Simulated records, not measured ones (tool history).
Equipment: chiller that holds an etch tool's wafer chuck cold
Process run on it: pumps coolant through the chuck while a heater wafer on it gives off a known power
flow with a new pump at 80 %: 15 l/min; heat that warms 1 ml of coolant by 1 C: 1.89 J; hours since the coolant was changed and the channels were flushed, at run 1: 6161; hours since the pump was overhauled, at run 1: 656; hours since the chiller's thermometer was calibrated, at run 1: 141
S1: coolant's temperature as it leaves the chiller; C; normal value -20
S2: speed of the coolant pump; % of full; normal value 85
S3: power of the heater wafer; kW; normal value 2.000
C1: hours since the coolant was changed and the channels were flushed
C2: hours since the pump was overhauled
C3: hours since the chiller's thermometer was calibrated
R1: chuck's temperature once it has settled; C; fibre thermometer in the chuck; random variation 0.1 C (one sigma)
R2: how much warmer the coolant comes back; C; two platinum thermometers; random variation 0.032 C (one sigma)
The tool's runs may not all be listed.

run    hour   S1  S2     S3    C1    C2    C3     R1    R2
  1     0.0  -20  85  2.000  6161   656   141   -3.6  3.94
  2    40.4  -20  67  2.000  6201   696   182   -0.8  5.03
  3    60.9  -20  67  2.000  6222   717   202   -0.7  5.04
  4    89.7  -20  67  2.000  6251   746   231   -0.7  5.00
  5   112.1  -19  85  2.000  6273   768   253   -2.5  3.99
  6   155.7  -19  85  2.000  6317   812   297   -2.5  4.02
  7   192.2  -20  87  2.000  6353   848   333   -3.7  3.93
  8   234.0  -20  87  2.000  6395   890   375   -3.7  3.92
  9   273.7  -20  87  2.000  6435   930   415   -3.9  3.89
 10   305.3  -20  87  2.000  6466   961   447   -3.5  3.98
 11   351.3  -20  87  2.000  6512  1007   493   -3.8  3.93
 12   393.1  -20  87  2.000  6554  1049   534   -3.7  3.88
 13   412.4  -20  87  2.000  6573  1068   554   -3.7  3.98
 14   436.5  -20  87  2.099  6597  1092   578   -2.7  4.08
 15   456.7  -20  85  1.274  6618  1113   598   -9.6  2.62
 16   486.9  -20  85  1.274  6648  1143   628   -9.4  2.53
 17   523.8  -13  99  1.156  6685  1180   665   -4.2  1.95
 18   559.9  -11  85  2.000  6721  1216   701    5.7  3.98
 19   590.4  -10  71  2.557  6751  1246   732   13.8  6.15
 20   631.1  -14  71  2.557  6792  1287   772    9.6  6.13
 21   669.8  -14  71  2.557  6831  1326   811    9.9  6.06
 22   692.4  -15  90  2.000  6853  1348   834    1.0  3.81
 23   726.1  -17  77  2.587  6887  1382   867    5.9  5.72
 24   753.1  -28  67  2.976  6914  1409   894    1.1  7.57
 25   780.0  -28  67  2.976  6941  1436   921    1.0  7.62
 26   823.4  -12  76  1.140  6984  1479   965   -1.7  2.60
 27   859.8  -12  88  1.140  7021  1516  1001   -2.5  2.15
 28   896.4  -25  69  1.165  7057  1552  1038  -13.7  2.83
 29   940.8  -25  69  1.165  7102  1597  1082  -13.8  2.88
 30   971.5  -20  65  1.331  7132  1628  1113   -6.7  3.48
 31  1014.8  -20  91  1.516  7176  1671  1156   -7.9  2.81
 32  1038.3  -20  63  2.000  7199  1694  1180    0.5  5.34

Per-run results on a tool with no hidden state, each run keeping its own random variation:
Hidden state at play: heat passed by the chuck's channels, % of clean ones'; flow at a given pump speed, % of a new pump's; coolant's true temperature over the reading, C; drift of the gauge itself on chuck_c, C; drift of the gauge itself on warmer_back_c, C.
run     R1    R2
  1   -4.6  3.92
  2   -2.0  5.01
  3   -1.9  5.01
  4   -1.9  4.97
  5   -3.6  3.96
  6   -3.6  3.99
  7   -4.8  3.90
  8   -4.8  3.90
  9   -5.0  3.86
 10   -4.6  3.95
 11   -4.9  3.90
 12   -4.9  3.86
 13   -4.8  3.95
 14   -3.9  4.04
 15  -10.4  2.60
 16  -10.1  2.51
 17   -4.9  1.94
 18    4.5  3.95
 19   12.1  6.10
 20    7.9  6.08
 21    8.2  6.01
 22   -0.2  3.78
 23    4.2  5.67
 24   -1.0  7.50
 25   -1.1  7.55
 26   -2.5  2.58
 27   -3.3  2.13
 28  -14.6  2.80
 29  -14.7  2.85
 30   -7.8  3.44
 31   -8.9  2.78
 32   -1.1  5.27
